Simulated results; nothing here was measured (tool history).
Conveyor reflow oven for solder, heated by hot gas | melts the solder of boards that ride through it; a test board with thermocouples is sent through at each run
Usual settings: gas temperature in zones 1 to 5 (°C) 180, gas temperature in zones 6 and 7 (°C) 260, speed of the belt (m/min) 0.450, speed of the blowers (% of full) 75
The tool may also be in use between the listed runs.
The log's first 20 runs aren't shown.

run	hour	gas temperature in zones 1 to 5 (°C)	gas temperature in zones 6 and 7 (°C)	speed of the belt (m/min)	speed of the blowers (% of full)	highest temperature of the board (°C)	time above the solder's melting point (s)
21	247.3	180	273	0.450	86	262.6	69.7
22	259.2	180	261	0.450	86	251.5	63.3
23	266.8	180	260	0.450	59	245.9	56.2
24	280.8	180	267	0.450	59	251.4	61.6
25	292.0	166	252	0.434	56	236.0	42.3
26	302.0	166	270	0.434	63	254.0	60.9
27	314.4	184	272	0.529	50	247.4	48.1
28	321.7	184	272	0.529	57	250.6	51.0
29	331.1	194	262	0.433	51	248.7	68.0
30	338.6	194	262	0.433	51	249.1	68.5

3 ways to go on from here, each from the tool as it stands after run 30. What would each give?
A	353.5	194	248	0.433	77	?	?
B	353.5	194	251	0.499	50	?	?
C	353.5	194	262	0.489	69	?	?

run	highest temperature of the board (°C)	time above the solder's melting point (s)
A	241.3	65.1
B	235.5	45.0
C	249.9	62.5
Without the tool's hidden state the same runs would have given:
run	highest temperature of the board (°C)	time above the solder's melting point (s)
A	241.3	65.1
B	235.5	45.0
C	249.9	62.5
